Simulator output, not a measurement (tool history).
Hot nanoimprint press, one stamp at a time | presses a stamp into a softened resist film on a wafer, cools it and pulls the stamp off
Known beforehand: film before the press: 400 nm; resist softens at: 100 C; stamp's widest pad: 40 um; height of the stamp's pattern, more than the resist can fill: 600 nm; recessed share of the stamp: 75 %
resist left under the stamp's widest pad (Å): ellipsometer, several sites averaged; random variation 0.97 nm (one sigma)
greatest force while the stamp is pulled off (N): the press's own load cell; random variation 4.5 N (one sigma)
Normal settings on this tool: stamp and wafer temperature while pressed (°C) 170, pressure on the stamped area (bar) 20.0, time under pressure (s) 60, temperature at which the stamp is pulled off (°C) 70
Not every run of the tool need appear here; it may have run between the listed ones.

run    hour  stamp and wafer temperature while pressed (°C)  pressure on the stamped area (bar)  time under pressure (s)  temperature at which the stamp is pulled off (°C)  resist left under the stamp's widest pad (Å)  greatest force while the stamp is pulled off (N)
  1     0.0                                             170                                20.0                       60                                                 70                                          1728                                               236
  2    45.6                                             170                                20.0                       60                                                 70                                          1734                                               244
  3    72.4                                             170                                20.0                       60                                                 70                                          1733                                               238
  4   102.9                                             170                                20.0                       60                                                 70                                          1746                                               232
  5   153.1                                             170                                20.0                       60                                                 70                                          1750                                               241
  6   192.0                                             170                                20.0                       60                                                 70                                          1746                                               238
      233.5  -- stamp cleaned and given a new release coat
  7   241.7                                             175                                20.0                       60                                                 70                                          1380                                               239
  8   280.5                                             171                                20.0                       60                                                 70                                          1670                                               235
  9   319.4                                             171                                20.0                       60                                                 70                                          1680                                               243
 10   342.4                                             171                                20.0                       60                                                 70                                          1687                                               227
 11   371.6                                             171                                20.0                       60                                                 70                                          1661                                               232
 12   417.4                                             171                                20.0                       60                                                 70                                          1670                                               242
 13   445.7                                             170                                20.0                       60                                                 70                                          1766                                               243
 14   467.4                                             170                                20.0                       60                                                 63                                          1748                                               274
 15   510.0                                             170                                20.0                       60                                                 65                                          1765                                               270
      517.3  -- plate thermocouple calibrated
      544.5  -- stamp cleaned and given a new release coat
 16   544.5                                             170                                20.0                       60                                                 65                                          1753                                               265
 17   581.3                                             160                                20.0                       60                                                 65                                          2737                                               261
 18   616.2                                             160                                20.0                       60                                                 65                                          2709                                               267
 19   647.1                                             160                                17.7                       60                                                 55                                          2840                                               316
 20   670.7                                             162                                17.7                       66                                                 55                                          2556                                               323
 21   708.1                                             169                                15.1                       91                                                 61                                          1809                                               283
 22   758.3                                             170                                20.0                       60                                                 64                                          1755                                               268
 23   805.4                                             178                                25.8                       59                                                 70                                          1082                                               233
      850.3  -- stamp cleaned and given a new release coat
 24   860.7                                             171                                19.7                      107                                                 66                                          1357                                               250
 25   903.9                                             172                                15.0                       96                                                 70                                          1567                                               234
 26   944.8                                             180                                20.0                       58                                                 70                                          1144                                               239
 27   982.9                                             180                                20.0                       58                                                 70                                          1144                                               234
 28  1010.1                                             173                                20.0                       58                                                 70                                          1580                                               236
 29  1047.1                                             173                                20.0                       58                                                 70                                          1571                                               238

Here are 4 independent what-if runs from the current tool condition. What would each one return?
     1092.9  -- press's hydraulic seals changed and the load cell set to zero
  A  1101.5                                             176                                20.0                       32                                                 74                                             ?                                                 ?
     1092.9  -- press's hydraulic seals changed and the load cell set to zero
  B  1101.5                                             173                                24.3                       87                                                 66                                             ?                                                 ?
     1092.9  -- press's hydraulic seals changed and the load cell set to zero
  C  1101.5                                             172                                12.4                       49                                                 70                                             ?                                                 ?
     1092.9  -- press's hydraulic seals changed and the load cell set to zero
  D  1101.5                                             170                                14.5                       60                                                 71                                             ?                                                 ?

run  resist left under the stamp's widest pad (Å)  greatest force while the stamp is pulled off (N)
  A                                          1706                                               207
  B                                          1203                                               262
  C                                          2192                                               230
  D                                          2084                                               228
The same runs, with their run-to-run variation unchanged, on a tool lacking any hidden condition would have given:
run  resist left under the stamp's widest pad (Å)  greatest force while the stamp is pulled off (N)
  A                                          1663                                               205
  B                                          1173                                               259
  C                                          2138                                               228
  D                                          2032                                               226

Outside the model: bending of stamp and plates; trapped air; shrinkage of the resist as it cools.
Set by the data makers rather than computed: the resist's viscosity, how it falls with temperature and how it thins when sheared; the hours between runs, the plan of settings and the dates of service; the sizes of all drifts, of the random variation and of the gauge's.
